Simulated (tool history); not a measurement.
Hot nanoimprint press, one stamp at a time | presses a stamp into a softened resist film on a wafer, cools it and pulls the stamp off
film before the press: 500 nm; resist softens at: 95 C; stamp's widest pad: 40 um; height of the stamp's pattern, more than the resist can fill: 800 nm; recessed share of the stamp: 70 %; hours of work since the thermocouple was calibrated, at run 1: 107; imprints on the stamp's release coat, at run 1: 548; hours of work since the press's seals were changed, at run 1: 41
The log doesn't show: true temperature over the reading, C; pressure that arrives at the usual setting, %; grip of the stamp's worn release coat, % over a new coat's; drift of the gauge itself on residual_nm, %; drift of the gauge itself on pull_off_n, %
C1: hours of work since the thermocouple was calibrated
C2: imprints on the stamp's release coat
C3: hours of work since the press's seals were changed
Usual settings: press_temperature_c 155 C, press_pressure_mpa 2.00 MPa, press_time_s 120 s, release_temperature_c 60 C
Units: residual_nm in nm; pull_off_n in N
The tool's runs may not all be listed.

Run 1, hour 0.0: usual settings; C1 107; C2 548; C3 41. Result: residual_nm 265.9 nm, pull_off_n 203 N.
Run 2, hour 13.7: usual settings; C1 113; C2 597; C3 48. Result: residual_nm 266.6 nm, pull_off_n 204 N.
Run 3, hour 23.6: usual settings but press_pressure_mpa 2.63 MPa; C1 118; C2 632; C3 52. Result: residual_nm 233.9 nm, pull_off_n 205 N.
Run 4, hour 35.3: usual settings but press_pressure_mpa 2.63 MPa; C1 123; C2 674; C3 57. Result: residual_nm 231.7 nm, pull_off_n 211 N.
Run 5, hour 48.8: usual settings but press_pressure_mpa 2.63 MPa; C1 129; C2 722; C3 63. Result: residual_nm 231.8 nm, pull_off_n 205 N.
Run 6, hour 62.3: usual settings but press_time_s 198 s; C1 135; C2 769; C3 69. Result: residual_nm 223.7 nm, pull_off_n 209 N.
Run 7, hour 68.1: usual settings but press_temperature_c 158 C, press_pressure_mpa 1.55 MPa, press_time_s 90 s, release_temperature_c 64 C; C1 138; C2 790; C3 72. Result: residual_nm 287.7 nm, pull_off_n 189 N.
Run 8, hour 77.1: usual settings but press_temperature_c 154 C, release_temperature_c 66 C; C1 142; C2 822; C3 76. Result: residual_nm 275.1 nm, pull_off_n 173 N.
Run 9, hour 89.9: usual settings but press_temperature_c 156 C, press_pressure_mpa 1.38 MPa, press_time_s 212 s, release_temperature_c 47 C; C1 148; C2 867; C3 82. Result: residual_nm 251.0 nm, pull_off_n 278 N.
Run 10, hour 97.2: usual settings but press_temperature_c 156 C, press_pressure_mpa 1.38 MPa, press_time_s 212 s, release_temperature_c 47 C; C1 151; C2 893; C3 85. Result: residual_nm 250.6 nm, pull_off_n 287 N.
Run 11, hour 108.1: usual settings but press_temperature_c 156 C, press_pressure_mpa 1.38 MPa, press_time_s 212 s, release_temperature_c 47 C; C1 156; C2 932; C3 90. Result: residual_nm 249.0 nm, pull_off_n 287 N.
Run 12, hour 118.1: usual settings but press_temperature_c 156 C, press_pressure_mpa 1.38 MPa, press_time_s 212 s, release_temperature_c 47 C; C1 160; C2 967; C3 94. Result: residual_nm 250.8 nm, pull_off_n 285 N.

Hidden state or all else? Some run-to-run changes of residual_nm, split into what the settings, what came in and random variation would give without the hidden state, and what is left for the hidden state (with any gauge scatter that isn't in both results):
Run 6 -> 7: press_temperature_c 155 -> 158, press_pressure_mpa 2.00 -> 1.55, press_time_s 198 -> 90, release_temperature_c 60 -> 64. residual_nm +64.0 nm: hidden state -0.6, all else +64.6.
